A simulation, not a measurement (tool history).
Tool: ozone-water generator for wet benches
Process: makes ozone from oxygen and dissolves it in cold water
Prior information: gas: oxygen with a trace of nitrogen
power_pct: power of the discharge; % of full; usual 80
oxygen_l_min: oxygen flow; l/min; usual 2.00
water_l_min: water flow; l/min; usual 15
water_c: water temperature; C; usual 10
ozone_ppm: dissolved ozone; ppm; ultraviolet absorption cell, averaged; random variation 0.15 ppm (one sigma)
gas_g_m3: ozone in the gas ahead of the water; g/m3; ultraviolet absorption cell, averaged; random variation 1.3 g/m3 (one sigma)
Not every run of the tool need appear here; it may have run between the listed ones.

Run 1, day 0.000: usual settings. Result: ozone_ppm 18.4 ppm, gas_g_m3 231.1 g/m3.
Run 2, day 1.571: usual settings. Result: ozone_ppm 18.4 ppm, gas_g_m3 228.9 g/m3.
Run 3, day 3.404: usual settings but water_l_min 9 l/min. Result: ozone_ppm 29.7 ppm, gas_g_m3 231.5 g/m3.
Run 4, day 4.396: usual settings but water_l_min 9 l/min. Result: ozone_ppm 29.6 ppm, gas_g_m3 231.3 g/m3.
Run 5, day 5.912: usual settings but water_l_min 9 l/min. Result: ozone_ppm 29.5 ppm, gas_g_m3 230.4 g/m3.
Run 6, day 7.067: usual settings but oxygen_l_min 1.64 l/min. Result: ozone_ppm 17.2 ppm, gas_g_m3 253.4 g/m3.
Run 7, day 8.492: usual settings but power_pct 76 % of full, water_c 13 C. Result: ozone_ppm 17.2 ppm, gas_g_m3 222.4 g/m3.
Run 8, day 9.571: usual settings but power_pct 56 % of full, water_c 7 C. Result: ozone_ppm 14.4 ppm, gas_g_m3 179.4 g/m3.
Run 9, day 10.808: usual settings but water_l_min 12 l/min. Result: ozone_ppm 23.3 ppm, gas_g_m3 228.5 g/m3.
Run 10, day 12.696: usual settings but water_l_min 12 l/min. Result: ozone_ppm 22.9 ppm, gas_g_m3 228.9 g/m3.

Consider 5 possible next runs. They are alternatives, not a sequence: every one starts from the tool as it was left by run 10. What does each give?
Run A, day 13.662: usual settings but water_l_min 12 l/min, water_c 5 C. Result: ozone_ppm ?, gas_g_m3 ?.
Run B, day 13.662: usual settings but power_pct 83 % of full, water_l_min 12 l/min. Result: ozone_ppm ?, gas_g_m3 ?.
Run C, day 13.662: usual settings but oxygen_l_min 3.01 l/min, water_c 6 C. Result: ozone_ppm ?, gas_g_m3 ?.
Run D, day 13.662: usual settings but water_l_min 12 l/min, water_c 15 C. Result: ozone_ppm ?, gas_g_m3 ?.
Run E, day 13.662: usual settings but oxygen_l_min 2.87 l/min. Result: ozone_ppm ?, gas_g_m3 ?.

run  ozone_ppm  gas_g_m3
  A       23.8     229.7
  B       23.6     233.7
  C       21.1     191.9
  D       21.8     231.6
  E       20.0     195.5
With no hidden state in the tool, these same runs would have given:
run  ozone_ppm  gas_g_m3
  A       23.8     229.8
  B       23.6     233.7
  C       21.1     192.0
  D       21.8     231.6
  E       20.1     195.6
